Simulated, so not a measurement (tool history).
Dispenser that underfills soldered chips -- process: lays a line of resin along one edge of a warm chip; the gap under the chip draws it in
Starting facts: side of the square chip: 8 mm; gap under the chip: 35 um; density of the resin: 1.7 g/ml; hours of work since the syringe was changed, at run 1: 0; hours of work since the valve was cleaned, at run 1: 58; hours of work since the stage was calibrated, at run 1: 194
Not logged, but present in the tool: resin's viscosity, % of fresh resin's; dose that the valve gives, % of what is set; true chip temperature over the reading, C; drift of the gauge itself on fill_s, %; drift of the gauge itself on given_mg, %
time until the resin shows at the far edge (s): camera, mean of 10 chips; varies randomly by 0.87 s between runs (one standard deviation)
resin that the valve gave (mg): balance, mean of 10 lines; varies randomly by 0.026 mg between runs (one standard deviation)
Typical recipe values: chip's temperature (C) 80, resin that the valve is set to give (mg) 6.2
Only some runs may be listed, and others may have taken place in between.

run	hour	chip's temperature (C)	resin that the valve is set to give (mg)	hours of work since the syringe was changed	hours of work since the valve was cleaned	hours of work since the stage was calibrated	time until the resin shows at the far edge (s)	resin that the valve gave (mg)
1	0	80	6.2	0	58	194	79.4	5.95
2	7.8	80	6.2	5	63	199	109.9	5.94
3	13.3	80	6.2	8	66	202	132.3	5.92
# hour 15.1: new syringe of resin
4	18.2	80	6.2	2	69	205	88.5	5.95
5	27.8	80	6.2	8	75	210	128.2	5.9
# hour 31.1: new syringe of resin
6	35.1	80	6.2	2	79	215	92.1	5.88
7	42.5	80	6.2	7	83	219	123.7	5.83
# hour 46.6: new syringe of resin
8	47.1	80	6.2	0	86	222	79.5	5.84
9	52.5	80	6.2	4	89	225	99.5	5.82
# hour 56.2: dispensing valve cleaned and set on the balance
10	58.1	80	6.2	6	1	228	117	6.24
# hour 63.5: new syringe of resin
11	64.2	80	6.2	0	5	231	79.2	6.17
12	69.3	76	6.2	4	8	235	113.8	6.23
13	78.1	76	6.2	9	13	240	164	6.16
# hour 79.1: new syringe of resin
14	82.5	79	7.83	2	16	242	91.4	7.76
15	91	67	6.2	7	21	248	225.4	6.08
# hour 95.3: new syringe of resin
16	101.1	74	5.92	3	27	254	128.2	5.85
17	108.5	74	5.92	8	31	258	172.2	5.81
# hour 111.1: new syringe of resin
18	114.6	92	5.66	2	35	262	52.9	5.55
19	124.3	65	7.18	8	41	268	258	6.98
# hour 126.7: new syringe of resin
20	134.3	82	5.76	5	47	273	93.7	5.57
21	139.3	75	5.56	8	50	276	161.5	5.36
# hour 142.3: new syringe of resin
22	146	79	6.2	2	54	280	94.7	6
23	152.5	76	7.82	6	58	284	135.7	7.48
# hour 158.2: new syringe of resin
24	159.8	79	7.3	1	62	289	83	7.03
25	167.2	79	7.3	5	66	293	111.4	6.96

Forecast each of these 4 alternatives for the next run:
# hour 174.3: new syringe of resin
A	175.1	74	6.75	1	71	298	?	?
# hour 174.3: new syringe of resin
B	175.1	84	5.42	1	71	298	?	?
# hour 174.3: new syringe of resin
C	175.1	79	7.12	1	71	298	?	?
# hour 174.3: new syringe of resin
D	175.1	88	6.2	1	71	298	?	?

run	time until the resin shows at the far edge (s)	resin that the valve gave (mg)
A	104.5	6.44
B	69.2	5.2
C	81.8	6.83
D	56.7	5.91
With no hidden state in the tool, these same runs would have given:
run	time until the resin shows at the far edge (s)	resin that the valve gave (mg)
A	106.3	6.74
B	69.7	5.44
C	83.1	7.15
D	57.2	6.19
